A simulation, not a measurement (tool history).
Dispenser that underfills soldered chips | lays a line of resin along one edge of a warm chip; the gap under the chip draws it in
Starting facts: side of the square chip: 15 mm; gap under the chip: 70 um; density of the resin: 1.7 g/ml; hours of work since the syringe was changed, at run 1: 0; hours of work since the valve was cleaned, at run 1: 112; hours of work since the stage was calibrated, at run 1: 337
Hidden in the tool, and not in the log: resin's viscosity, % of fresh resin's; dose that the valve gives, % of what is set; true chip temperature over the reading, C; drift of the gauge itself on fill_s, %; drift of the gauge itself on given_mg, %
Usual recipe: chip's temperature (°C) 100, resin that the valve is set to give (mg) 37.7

run	day	chip's temperature (°C)	resin that the valve is set to give (mg)	hours of work since the syringe was changed	hours of work since the valve was cleaned	hours of work since the stage was calibrated	time until the resin shows at the far edge (s)	resin that the valve gave (mg)
1	0	100	37.7	0	112	337	216.8	34.65
# day 0.358: dispensing valve cleaned and set on the balance
2	0.4	100	37.7	7	1	343	298.6	37.66
# day 0.55: new syringe of resin
3	0.746	100	37.7	4	7	349	252.7	37.52
# day 1.067: new syringe of resin
4	1.275	100	37.7	4	17	359	262.4	37.31
# day 1.575: new syringe of resin
5	1.654	110	37.7	2	23	366	167.4	37.22
6	1.979	110	37.7	8	30	372	229.7	36.9
# day 2.1: new syringe of resin
7	2.383	110	37.7	5	37	379	202.9	36.57
# day 2.617: new syringe of resin
8	2.746	110	37.4	2	43	386	172.2	36.16
9	3.062	110	37.4	8	49	392	234.9	36.39
# day 3.142: new syringe of resin
10	3.375	100	37.7	4	55	397	268.4	36.12
11	3.608	100	37.7	9	59	402	342.5	35.92
# day 3.654: new syringe of resin
# day 4.167: new syringe of resin
12	4.167	100	37.7	0	69	412	222	35.84
13	4.542	100	37.7	7	76	419	312.9	35.48
# day 4.7: new syringe of resin
14	4.933	85	37.7	4	83	426	463	35.59
# day 5.229: new syringe of resin
15	5.446	85	37.7	4	93	435	475.8	35.67
16	5.7	85	37.7	9	97	440	614.1	35.17
# day 5.746: new syringe of resin
17	6.108	85	37.7	7	105	447	539.5	34.87
# day 6.254: new syringe of resin
18	6.467	85	37.7	4	111	454	451.9	34.63
19	6.712	85	42.5	9	116	458	574.3	38.92
# day 6.779: new syringe of resin
# day 6.875: dispensing valve cleaned and set on the balance
20	7.233	85	42.5	8	7	467	547.3	41.98
# day 7.321: new syringe of resin
21	7.662	92	40.9	6	14	475	393.1	40.08
# day 7.85: new syringe of resin
22	8.192	92	40.9	6	24	485	407.8	39.94
# day 8.35: new syringe of resin
23	8.758	85	46.1	8	34	495	548.1	44.41
# day 8.85: new syringe of resin
24	9.225	85	46.1	7	43	503	530.7	44.07
# day 9.371: new syringe of resin
25	9.617	88	46.3	5	50	510	407.4	44.21
# day 9.9: new syringe of resin
26	9.904	99	44.4	0	55	516	223.4	42.43
27	10.238	109	44.4	6	61	522	226.2	42.11
# day 10.412: new syringe of resin
28	10.567	109	44.4	3	67	528	186.3	41.82
# day 10.925: new syringe of resin
29	11.088	99	39.8	3	77	537	262.7	37.21
30	11.388	99	39.8	9	82	543	357.5	36.89
# day 11.425: new syringe of resin
31	11.742	109	36.1	6	89	549	230.4	33.65
# day 11.942: new syringe of resin
32	12.054	95	32.8	2	94	555	315.6	30.27
# day 12.467: new syringe of resin
33	12.554	95	32.8	2	104	564	322.2	30.07
34	12.858	99	42.7	7	109	570	339.6	39.01
# day 12.967: new syringe of resin
35	13.117	114	34.8	3	114	574	171.5	31.77
# day 13.375: dispensing valve cleaned and set on the balance
# day 13.529: new syringe of resin
36	13.683	98	34.8	3	6	584	284.2	34.73

3 ways to go on from here, each from the tool as it stands after run 36. What would each give?
# day 14.029: new syringe of resin
A	14.171	98	43	3	14	593	?	?
# day 14.029: new syringe of resin
B	14.171	112	35.5	3	14	593	?	?
# day 14.029: new syringe of resin
C	14.171	85	47.5	3	14	593	?	?

run	time until the resin shows at the far edge (s)	resin that the valve gave (mg)
A	272.4	42.45
B	177.2	34.92
C	424.5	47.16
What these runs would have given with no unlogged condition in the tool:
run	time until the resin shows at the far edge (s)	resin that the valve gave (mg)
A	203.4	42.9
B	133.4	35.3
C	313.4	47.66
